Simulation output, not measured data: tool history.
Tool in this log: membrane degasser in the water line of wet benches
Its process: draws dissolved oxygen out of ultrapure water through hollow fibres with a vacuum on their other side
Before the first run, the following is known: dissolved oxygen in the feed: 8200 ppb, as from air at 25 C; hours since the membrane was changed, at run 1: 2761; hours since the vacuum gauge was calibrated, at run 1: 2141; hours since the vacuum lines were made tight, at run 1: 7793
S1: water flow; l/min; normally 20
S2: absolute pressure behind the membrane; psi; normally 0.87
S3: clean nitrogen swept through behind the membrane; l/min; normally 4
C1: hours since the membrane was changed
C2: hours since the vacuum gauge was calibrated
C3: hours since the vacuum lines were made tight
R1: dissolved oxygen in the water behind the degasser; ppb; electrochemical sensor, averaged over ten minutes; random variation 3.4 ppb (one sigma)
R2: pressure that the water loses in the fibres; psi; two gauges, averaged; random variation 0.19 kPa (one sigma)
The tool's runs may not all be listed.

run 1 hour=0 | S1=20 S2=0.87 S3=4 | C1=2761 C2=2141 C3=7793 | R1=338.6 R2=5.448
run 2 hour=53.8 | S1=20 S2=0.87 S3=4 | C1=2815 C2=2195 C3=7847 | R1=339.1 R2=5.481
run 3 hour=122.2 | S1=20 S2=0.87 S3=4 | C1=2883 C2=2263 C3=7915 | R1=339.7 R2=5.466
run 4 hour=217.3 | S1=20 S2=0.87 S3=4 | C1=2978 C2=2358 C3=8010 | R1=334.7 R2=5.485
run 5 hour=317.3 | S1=20 S2=0.87 S3=4 | C1=3078 C2=2458 C3=8110 | R1=338.2 R2=5.498
run 6 hour=423.5 | S1=19 S2=0.87 S3=4 | C1=3184 C2=2565 C3=8216 | R1=293.6 R2=5.23
run 7 hour=507.1 | S1=19 S2=0.87 S3=4 | C1=3268 C2=2648 C3=8300 | R1=294.3 R2=5.234
run 8 hour=602.2 | S1=19 S2=0.87 S3=4 | C1=3363 C2=2743 C3=8395 | R1=298.2 R2=5.237
run 9 hour=654.1 | S1=20 S2=0.87 S3=4 | C1=3415 C2=2795 C3=8447 | R1=339.7 R2=5.522
run 10 hour=762.8 | S1=20 S2=0.87 S3=4 | C1=3524 C2=2904 C3=8556 | R1=347.4 R2=5.561
run 11 hour=857.9 | S1=20 S2=0.87 S3=4 | C1=3619 C2=2999 C3=8651 | R1=338.2 R2=5.555
run 12 hour=965.8 | S1=20 S2=0.87 S3=4 | C1=3727 C2=3107 C3=8758 | R1=341.3 R2=5.564
run 13 hour=1078.2 | S1=20 S2=0.943 S3=4 | C1=3839 C2=3219 C3=8871 | R1=343 R2=5.553
run 14 hour=1153.2 | S1=20 S2=0.586 S3=4 | C1=3914 C2=3294 C3=8946 | R1=320.3 R2=5.6
run 15 hour=1239 | S1=20 S2=0.627 S3=4 | C1=4000 C2=3380 C3=9032 | R1=323.6 R2=5.603
-- hour=1287.6 gauge calibrated
run 16 hour=1294.2 | S1=20 S2=0.87 S3=4 | C1=4055 C2=3435 C3=9087 | R1=341.4 R2=5.442
run 17 hour=1373.2 | S1=20 S2=0.87 S3=4 | C1=4134 C2=3514 C3=9166 | R1=338.3 R2=5.484
run 18 hour=1482.5 | S1=20 S2=0.87 S3=5.36 | C1=4243 C2=3624 C3=9275 | R1=333.7 R2=5.436
run 19 hour=1592.2 | S1=27 S2=2.052 S3=5.36 | C1=4353 C2=3733 C3=9385 | R1=771.8 R2=7.393

Estimate the outcome of run 20 from the log above:
run 20 hour=1644.8 | S1=27 S2=2.052 S3=5.36 | C1=4406 C2=3786 C3=9438 | R1=? R2=?

R1: 771.8 ppb
R2: 7.409 psi
If the tool had no hidden condition, the same run with the same run-to-run variation would have returned R1 771.1 ppb, R2 7.349 psi.
